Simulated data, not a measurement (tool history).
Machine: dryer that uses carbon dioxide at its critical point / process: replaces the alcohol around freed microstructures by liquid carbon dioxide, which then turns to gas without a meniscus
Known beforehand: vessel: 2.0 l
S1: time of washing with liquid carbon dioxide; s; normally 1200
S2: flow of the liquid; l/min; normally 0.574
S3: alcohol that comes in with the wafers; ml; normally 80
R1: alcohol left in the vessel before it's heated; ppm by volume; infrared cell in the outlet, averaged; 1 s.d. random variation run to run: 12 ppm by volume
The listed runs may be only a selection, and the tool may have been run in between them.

{"run": 1, "day": 0.0, "S1": 1200, "S2": 0.574, "S3": 80, "R1": 730}
{"run": 2, "day": 0.7, "S1": 1200, "S2": 0.574, "S3": 80, "R1": 741}
{"run": 3, "day": 1.179, "S1": 1200, "S2": 0.574, "S3": 80, "R1": 742}
{"run": 4, "day": 1.7, "S1": 1200, "S2": 0.653, "S3": 80, "R1": 435}
{"run": 5, "day": 2.162, "S1": 1200, "S2": 0.574, "S3": 80, "R1": 755}
{"run": 6, "day": 2.792, "S1": 1200, "S2": 0.574, "S3": 80, "R1": 772}
{"run": 7, "day": 3.617, "S1": 1200, "S2": 0.574, "S3": 80, "R1": 771}
{"run": 8, "day": 4.267, "S1": 1200, "S2": 0.726, "S3": 80, "R1": 278}
{"run": 9, "day": 4.65, "S1": 1200, "S2": 0.726, "S3": 80, "R1": 273}
{"run": 10, "day": 5.142, "S1": 1200, "S2": 0.574, "S3": 80, "R1": 763}
{"run": 11, "day": 5.675, "S1": 1200, "S2": 0.574, "S3": 80, "R1": 783}
{"run": 12, "day": 6.188, "S1": 1200, "S2": 0.574, "S3": 80, "R1": 783}
{"run": 13, "day": 7.038, "S1": 1200, "S2": 0.574, "S3": 80, "R1": 784}
{"run": 14, "day": 7.808, "S1": 1200, "S2": 0.574, "S3": 28, "R1": 292}
{"run": 15, "day": 8.517, "S1": 1200, "S2": 0.574, "S3": 80, "R1": 813}
{"run": 16, "day": 8.921, "S1": 1260, "S2": 0.574, "S3": 80, "R1": 682}
{"run": 17, "day": 9.483, "S1": 1260, "S2": 0.574, "S3": 80, "R1": 681}
{"run": 18, "day": 10.154, "S1": 1200, "S2": 0.574, "S3": 28, "R1": 305}
{"run": 19, "day": 10.983, "S1": 1200, "S2": 0.574, "S3": 28, "R1": 298}
{"run": 20, "day": 11.396, "S1": 1200, "S2": 0.574, "S3": 28, "R1": 285}
{"run": 21, "day": 12.221, "S1": 1680, "S2": 0.574, "S3": 28, "R1": 95}
{"run": 22, "day": 13.025, "S1": 1080, "S2": 0.574, "S3": 28, "R1": 452}
{"run": 23, "day": 13.8, "S1": 1080, "S2": 0.574, "S3": 28, "R1": 450}
{"run": 24, "day": 14.546, "S1": 780, "S2": 0.385, "S3": 98, "R1": 9303}
{"run": 25, "day": 14.896, "S1": 780, "S2": 0.385, "S3": 98, "R1": 9628}
{"run": 26, "day": 15.346, "S1": 1740, "S2": 0.574, "S3": 114, "R1": 229}
{"run": 27, "day": 15.854, "S1": 1020, "S2": 0.701, "S3": 89, "R1": 820}
{"run": 28, "day": 16.325, "S1": 1020, "S2": 0.701, "S3": 89, "R1": 810}
{"run": 29, "day": 17.075, "S1": 1680, "S2": 0.553, "S3": 89, "R1": 282}
{"run": 30, "day": 17.496, "S1": 1860, "S2": 0.444, "S3": 41, "R1": 253}
{"run": 31, "day": 18.221, "S1": 1440, "S2": 0.883, "S3": 31, "R1": 40}
{"run": 32, "day": 18.571, "S1": 1440, "S2": 0.556, "S3": 29, "R1": 201}
{"run": 33, "day": 19.4, "S1": 1740, "S2": 0.556, "S3": 29, "R1": 97}
{"run": 34, "day": 19.779, "S1": 1200, "S2": 0.574, "S3": 20, "R1": 256}
{"run": 35, "day": 20.525, "S1": 1200, "S2": 0.829, "S3": 54, "R1": 128}
{"run": 36, "day": 20.975, "S1": 900, "S2": 0.641, "S3": 37, "R1": 783}
{"run": 37, "day": 21.571, "S1": 900, "S2": 0.641, "S3": 37, "R1": 811}
{"run": 38, "day": 22.321, "S1": 1020, "S2": 0.574, "S3": 80, "R1": 1655}
{"run": 39, "day": 23.079, "S1": 1140, "S2": 0.574, "S3": 80, "R1": 1149}
{"run": 40, "day": 23.738, "S1": 1260, "S2": 0.603, "S3": 96, "R1": 795}
{"run": 41, "day": 24.108, "S1": 1260, "S2": 0.603, "S3": 96, "R1": 790}
{"run": 42, "day": 24.712, "S1": 1860, "S2": 0.402, "S3": 96, "R1": 879}
{"run": 43, "day": 25.517, "S1": 1080, "S2": 0.627, "S3": 74, "R1": 935}
{"run": 44, "day": 26.271, "S1": 1080, "S2": 0.627, "S3": 74, "R1": 982}
{"run": 45, "day": 26.883, "S1": 1740, "S2": 0.574, "S3": 47, "R1": 100}
{"run": 46, "day": 27.575, "S1": 1740, "S2": 0.574, "S3": 47, "R1": 108}

Put back what was entered between runs (1 entry, withheld): which listed runs does each sit between, and how does the hidden state differ from the listed run before to the listed run after?
In the gap between runs 44 and 45: inlet filter changed (day 26.675)
  flow that reaches the vessel past the clogged filter, %: 92.2 -> 99.9; alcohol in the recycled carbon dioxide, ppm: 38.2 -> 38.7
  measured less the result without the state, R1: +286 -> +33 ppm by volume
